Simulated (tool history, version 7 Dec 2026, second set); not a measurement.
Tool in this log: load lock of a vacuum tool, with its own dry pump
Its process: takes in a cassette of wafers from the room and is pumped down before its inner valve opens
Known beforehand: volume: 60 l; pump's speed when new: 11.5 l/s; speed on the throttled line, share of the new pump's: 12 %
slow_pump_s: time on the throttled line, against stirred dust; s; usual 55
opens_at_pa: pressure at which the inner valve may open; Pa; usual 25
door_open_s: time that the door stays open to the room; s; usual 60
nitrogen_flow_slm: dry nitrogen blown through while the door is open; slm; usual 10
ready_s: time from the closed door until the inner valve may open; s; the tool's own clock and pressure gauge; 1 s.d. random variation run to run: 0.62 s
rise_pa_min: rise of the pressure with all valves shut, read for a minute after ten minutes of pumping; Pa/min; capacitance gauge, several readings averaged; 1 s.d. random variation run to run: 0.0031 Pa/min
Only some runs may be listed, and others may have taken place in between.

run      day  slow_pump_s  opens_at_pa  door_open_s  nitrogen_flow_slm  incoming humidity of the room's air, %  ready_s  rise_pa_min
  1        0           55           25           60                 10                                    45.2     91.7        0.058
  2    2.554           55           25          115                 10                                    46.8       93        0.074
  3    4.671           55           25          115                 10                                    48.7     91.8        0.077
  4    7.312           39           25           60                 10                                    42.8     78.8        0.057
  5    9.329           39           25           60                 10                                    46.4       79        0.067
  6   12.883           39           25           60                 10                                    44.7     78.5        0.064
  7   15.192           55           25           60                 10                                    44.5     93.2        0.065
  8   18.108           55           25           60                 10                                    45.4     92.8        0.064
  9   22.442           55           25           60                 10                                    44.9     93.5        0.078
 10    24.95           55           25           60                 10                                    43.6     92.8        0.072
 11   27.554           55           25           60                 10                                    46.8     93.6        0.073
 12   30.888           55           25           60                 10                                    45.6     93.2        0.072
 13   34.458           66           25           60                 10                                    43.9      103        0.081
 14   38.304           55           25           60                 22                                    45.6     92.4        0.076
 15   42.146           55           25           60                 22                                    43.5     92.8        0.074
 16   45.354           55           25           60                 22                                    43.9     92.2        0.079
 17       50           55           25           60                 22                                    41.5     92.5        0.075
 18   52.392           55           25           60                 22                                    46.2     92.7        0.092
 19   56.304           55           25           60                 22                                    48.7     92.9        0.096
 20     58.3           55           25           60                 22                                    47.2     93.7        0.098
 21   62.771           88           25           60                  7                                    45.4    122.3        0.106
 22   65.179           55           34          171                 10                                    40.9     91.5        0.125
 23   69.025           33           24          221                 37                                    46.4     73.1        0.118
 24   71.542           33           24          221                 37                                    45.8     74.8        0.124
 25   74.038           33           24          221                 37                                    46.7     74.6        0.123
 26   78.388           77           44           40                  4                                    42.1    109.3        0.124
 27   80.329           78           36           40                  4                                      44    111.3        0.126
 28   84.454           78           36           40                  4                                    45.4    111.2         0.13
 29   88.825           78           36           40                  4                                    42.9    110.7         0.14
 30   92.667           55           25           57                 41                                    43.7     93.6        0.121
 31   94.862           43           26           41                 12                                    45.2     83.3        0.142
 32     99.6           55           43           70                 10                                    48.3     90.6        0.157
 33  103.012           55           43          146                 10                                    43.6     89.6        0.177
 34  106.046           55           43          146                 10                                    46.4     91.3         0.18
 35  108.058           37           29           89                  8                                    46.5     76.5        0.181
 36  110.183           55           25           37                  6                                    43.2     93.2        0.163
 37  114.621           35           42           83                 23                                    45.9     72.7        0.167

Selected run-to-run steps in ready_s, each split into two signed amounts: the part the tool would show with no hidden state at all (from settings, incoming material and random variation), and the remainder, which goes to the hidden state together with any gauge scatter not common to the measured and the hidden-state-free results:
Hidden state present: pump's speed, % of a new pump's; leak at the door's seal, Pa l/s; drift of the gauge itself on ready_s, %; drift of the gauge itself on rise_pa_min, %.
Run 3 -> 4: slow_pump_s 55 -> 39, door_open_s 115 -> 60. ready_s -13 s: hidden state +0.2, all else -13.2.
Run 20 -> 21: slow_pump_s 55 -> 88, nitrogen_flow_slm 22 -> 7. ready_s +28.6 s: hidden state -0.1, all else +28.7.
Run 21 -> 22: slow_pump_s 88 -> 55, opens_at_pa 25 -> 34, door_open_s 60 -> 171, nitrogen_flow_slm 7 -> 10. ready_s -30.8 s: hidden state +0, all else -30.8.
Run 22 -> 23: slow_pump_s 55 -> 33, opens_at_pa 34 -> 24, door_open_s 171 -> 221, nitrogen_flow_slm 10 -> 37. ready_s -18.4 s: hidden state +0.2, all else -18.6.
Run 25 -> 26: slow_pump_s 33 -> 77, opens_at_pa 24 -> 44, door_open_s 221 -> 40, nitrogen_flow_slm 37 -> 4. ready_s +34.7 s: hidden state -0.2, all else +34.9.

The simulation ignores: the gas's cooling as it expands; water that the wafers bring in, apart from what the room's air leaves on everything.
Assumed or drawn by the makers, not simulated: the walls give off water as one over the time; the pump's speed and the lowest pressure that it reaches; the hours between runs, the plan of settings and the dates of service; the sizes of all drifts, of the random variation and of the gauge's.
